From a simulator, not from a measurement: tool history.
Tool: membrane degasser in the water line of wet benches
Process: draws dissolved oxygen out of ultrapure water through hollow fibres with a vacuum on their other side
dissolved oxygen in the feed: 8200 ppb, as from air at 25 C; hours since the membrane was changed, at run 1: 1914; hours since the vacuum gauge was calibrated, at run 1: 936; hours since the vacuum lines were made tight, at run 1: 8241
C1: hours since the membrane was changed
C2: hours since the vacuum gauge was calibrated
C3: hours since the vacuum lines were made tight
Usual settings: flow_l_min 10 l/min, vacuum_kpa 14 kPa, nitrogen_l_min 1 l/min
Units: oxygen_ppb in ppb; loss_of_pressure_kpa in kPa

run 1 hour=0 | flow_l_min=10 vacuum_kpa=14 nitrogen_l_min=1 | C1=1914 C2=936 C3=8241 | oxygen_ppb=262.4 loss_of_pressure_kpa=29.15
run 2 hour=40.6 | flow_l_min=15 vacuum_kpa=14 nitrogen_l_min=1 | C1=1955 C2=977 C3=8281 | oxygen_ppb=392.1 loss_of_pressure_kpa=44.18
run 3 hour=127.1 | flow_l_min=10 vacuum_kpa=14 nitrogen_l_min=1 | C1=2041 C2=1063 C3=8368 | oxygen_ppb=259.7 loss_of_pressure_kpa=29.78
run 4 hour=190.1 | flow_l_min=10 vacuum_kpa=14 nitrogen_l_min=1 | C1=2104 C2=1126 C3=8431 | oxygen_ppb=261.1 loss_of_pressure_kpa=29.32
run 5 hour=265.7 | flow_l_min=10 vacuum_kpa=14 nitrogen_l_min=1 | C1=2180 C2=1202 C3=8507 | oxygen_ppb=260.1 loss_of_pressure_kpa=29.52
run 6 hour=353.2 | flow_l_min=10 vacuum_kpa=14 nitrogen_l_min=1.77 | C1=2267 C2=1289 C3=8594 | oxygen_ppb=157.3 loss_of_pressure_kpa=29.12
run 7 hour=440.3 | flow_l_min=10 vacuum_kpa=14 nitrogen_l_min=1.77 | C1=2354 C2=1377 C3=8681 | oxygen_ppb=157.9 loss_of_pressure_kpa=29.7
run 8 hour=520 | flow_l_min=10 vacuum_kpa=14 nitrogen_l_min=1 | C1=2434 C2=1456 C3=8761 | oxygen_ppb=265.4 loss_of_pressure_kpa=29.33
run 9 hour=605.9 | flow_l_min=10 vacuum_kpa=14 nitrogen_l_min=1 | C1=2520 C2=1542 C3=8847 | oxygen_ppb=263.6 loss_of_pressure_kpa=29.93
run 10 hour=685.5 | flow_l_min=10 vacuum_kpa=14 nitrogen_l_min=1 | C1=2600 C2=1622 C3=8926 | oxygen_ppb=259.2 loss_of_pressure_kpa=29.29
run 11 hour=752.7 | flow_l_min=10 vacuum_kpa=14 nitrogen_l_min=1 | C1=2667 C2=1689 C3=8994 | oxygen_ppb=260.2 loss_of_pressure_kpa=29.65
run 12 hour=829.6 | flow_l_min=14 vacuum_kpa=24.6 nitrogen_l_min=1 | C1=2744 C2=1766 C3=9070 | oxygen_ppb=661.1 loss_of_pressure_kpa=41.32
run 13 hour=900.7 | flow_l_min=7 vacuum_kpa=32.1 nitrogen_l_min=0.73 | C1=2815 C2=1837 C3=9142 | oxygen_ppb=617.4 loss_of_pressure_kpa=20.55
run 14 hour=940.6 | flow_l_min=14 vacuum_kpa=19.3 nitrogen_l_min=1 | C1=2855 C2=1877 C3=9181 | oxygen_ppb=519.5 loss_of_pressure_kpa=41.22
run 15 hour=1014.7 | flow_l_min=13 vacuum_kpa=9.2 nitrogen_l_min=1.1 | C1=2929 C2=1951 C3=9256 | oxygen_ppb=186.7 loss_of_pressure_kpa=38.18
run 16 hour=1053.4 | flow_l_min=7 vacuum_kpa=34 nitrogen_l_min=1 | C1=2967 C2=1990 C3=9294 | oxygen_ppb=493.5 loss_of_pressure_kpa=20.41
run 17 hour=1122.9 | flow_l_min=7 vacuum_kpa=34 nitrogen_l_min=1 | C1=3037 C2=2059 C3=9364 | oxygen_ppb=504.8 loss_of_pressure_kpa=20.71
run 18 hour=1206.7 | flow_l_min=9 vacuum_kpa=22.9 nitrogen_l_min=1 | C1=3121 C2=2143 C3=9448 | oxygen_ppb=412.1 loss_of_pressure_kpa=26.58
run 19 hour=1259.1 | flow_l_min=15 vacuum_kpa=9.1 nitrogen_l_min=0.45 | C1=3173 C2=2195 C3=9500 | oxygen_ppb=424.8 loss_of_pressure_kpa=44.32
run 20 hour=1338.4 | flow_l_min=8 vacuum_kpa=18.9 nitrogen_l_min=1.75 | C1=3253 C2=2275 C3=9579 | oxygen_ppb=177.6 loss_of_pressure_kpa=23.42
run 21 hour=1386.7 | flow_l_min=10 vacuum_kpa=12.6 nitrogen_l_min=1.33 | C1=3301 C2=2323 C3=9628 | oxygen_ppb=179.6 loss_of_pressure_kpa=29.64
run 22 hour=1448.5 | flow_l_min=7 vacuum_kpa=14 nitrogen_l_min=1.17 | C1=3363 C2=2385 C3=9689 | oxygen_ppb=159.4 loss_of_pressure_kpa=20.97

3 ways to go on from here, each from the tool as it stands after run 22. What would each give?
run A hour=1534.5 | flow_l_min=9 vacuum_kpa=10.7 nitrogen_l_min=0.96 | C1=3449 C2=2471 C3=9775 | oxygen_ppb=? loss_of_pressure_kpa=?
run B hour=1534.5 | flow_l_min=10 vacuum_kpa=14.9 nitrogen_l_min=0.43 | C1=3449 C2=2471 C3=9775 | oxygen_ppb=? loss_of_pressure_kpa=?
run C hour=1534.5 | flow_l_min=8 vacuum_kpa=14 nitrogen_l_min=1 | C1=3449 C2=2471 C3=9775 | oxygen_ppb=? loss_of_pressure_kpa=?

run=A oxygen_ppb=174 loss_of_pressure_kpa=26.58
run=B oxygen_ppb=567 loss_of_pressure_kpa=29.51
run=C oxygen_ppb=209.4 loss_of_pressure_kpa=23.63
Without the tool's hidden state the same runs would have given:
run=A oxygen_ppb=173.8 loss_of_pressure_kpa=26.58
run=B oxygen_ppb=566.7 loss_of_pressure_kpa=29.5
run=C oxygen_ppb=209.3 loss_of_pressure_kpa=23.62

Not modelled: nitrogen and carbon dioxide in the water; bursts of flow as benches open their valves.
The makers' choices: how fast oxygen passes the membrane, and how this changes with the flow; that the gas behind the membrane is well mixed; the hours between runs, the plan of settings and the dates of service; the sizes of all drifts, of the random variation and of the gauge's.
